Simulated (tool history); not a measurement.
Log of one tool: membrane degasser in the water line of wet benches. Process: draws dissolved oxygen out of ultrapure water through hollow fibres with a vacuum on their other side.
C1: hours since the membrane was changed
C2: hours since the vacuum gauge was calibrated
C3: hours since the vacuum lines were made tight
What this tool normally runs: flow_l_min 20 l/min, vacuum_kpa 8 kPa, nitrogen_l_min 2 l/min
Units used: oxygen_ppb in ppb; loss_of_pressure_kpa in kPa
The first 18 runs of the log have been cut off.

{"run": 19, "day": 97.092, "flow_l_min": 18, "vacuum_kpa": 7.9, "nitrogen_l_min": 1.01, "C1": 8753, "C2": 5210, "C3": 8304, "oxygen_ppb": 196.5, "loss_of_pressure_kpa": 56.9}
{"run": 20, "day": 101.95, "flow_l_min": 18, "vacuum_kpa": 7.9, "nitrogen_l_min": 1.01, "C1": 8869, "C2": 5327, "C3": 8421, "oxygen_ppb": 196.1, "loss_of_pressure_kpa": 57.65}
{"run": 21, "day": 107.412, "flow_l_min": 23, "vacuum_kpa": 6.57, "nitrogen_l_min": 1.01, "C1": 9000, "C2": 5458, "C3": 8552, "oxygen_ppb": 180.8, "loss_of_pressure_kpa": 73.3}
{"run": 22, "day": 110.95, "flow_l_min": 23, "vacuum_kpa": 6.57, "nitrogen_l_min": 1.01, "C1": 9085, "C2": 5543, "C3": 8637, "oxygen_ppb": 180.1, "loss_of_pressure_kpa": 73.09}
{"run": 23, "day": 117.542, "flow_l_min": 26, "vacuum_kpa": 19.51, "nitrogen_l_min": 1.16, "C1": 9244, "C2": 5701, "C3": 8795, "oxygen_ppb": 765.6, "loss_of_pressure_kpa": 82.87}
{"day": 121.583, "done": "seals of the vacuum lines changed"}
{"run": 24, "day": 123.004, "flow_l_min": 22, "vacuum_kpa": 10.23, "nitrogen_l_min": 5.64, "C1": 9373, "C2": 5830, "C3": 34, "oxygen_ppb": 74.2, "loss_of_pressure_kpa": 70.13}
{"run": 25, "day": 128.675, "flow_l_min": 14, "vacuum_kpa": 8, "nitrogen_l_min": 5.76, "C1": 9509, "C2": 5966, "C3": 170, "oxygen_ppb": 31.2, "loss_of_pressure_kpa": 44.65}
{"run": 26, "day": 136.175, "flow_l_min": 14, "vacuum_kpa": 8, "nitrogen_l_min": 5.76, "C1": 9689, "C2": 6146, "C3": 350, "oxygen_ppb": 31.3, "loss_of_pressure_kpa": 44.81}
{"run": 27, "day": 143.471, "flow_l_min": 31, "vacuum_kpa": 13.88, "nitrogen_l_min": 5.76, "C1": 9864, "C2": 6321, "C3": 525, "oxygen_ppb": 155.1, "loss_of_pressure_kpa": 99.06}
{"run": 28, "day": 150.725, "flow_l_min": 31, "vacuum_kpa": 7.82, "nitrogen_l_min": 0.99, "C1": 10038, "C2": 6495, "C3": 699, "oxygen_ppb": 317.5, "loss_of_pressure_kpa": 99.02}
{"run": 29, "day": 156.846, "flow_l_min": 30, "vacuum_kpa": 8, "nitrogen_l_min": 1.31, "C1": 10185, "C2": 6642, "C3": 846, "oxygen_ppb": 256.4, "loss_of_pressure_kpa": 95.99}
{"run": 30, "day": 162.496, "flow_l_min": 30, "vacuum_kpa": 8, "nitrogen_l_min": 1.31, "C1": 10320, "C2": 6778, "C3": 982, "oxygen_ppb": 255.6, "loss_of_pressure_kpa": 96.63}
{"day": 165.729, "done": "vacuum gauge calibrated"}
{"run": 31, "day": 166.688, "flow_l_min": 30, "vacuum_kpa": 8, "nitrogen_l_min": 1.31, "C1": 10421, "C2": 23, "C3": 1082, "oxygen_ppb": 250.7, "loss_of_pressure_kpa": 96.4}

What does the tool deliver on the next run?
{"run": 32, "day": 172.408, "flow_l_min": 19, "vacuum_kpa": 8, "nitrogen_l_min": 3.68, "C1": 10558, "C2": 160, "C3": 1219, "oxygen_ppb": "?", "loss_of_pressure_kpa": "?"}

{"run 32": {"oxygen_ppb": 65.1, "loss_of_pressure_kpa": 61.01}}
With no hidden state in the tool, this same run would have given oxygen_ppb 63.1 ppb, loss_of_pressure_kpa 56.86 kPa.

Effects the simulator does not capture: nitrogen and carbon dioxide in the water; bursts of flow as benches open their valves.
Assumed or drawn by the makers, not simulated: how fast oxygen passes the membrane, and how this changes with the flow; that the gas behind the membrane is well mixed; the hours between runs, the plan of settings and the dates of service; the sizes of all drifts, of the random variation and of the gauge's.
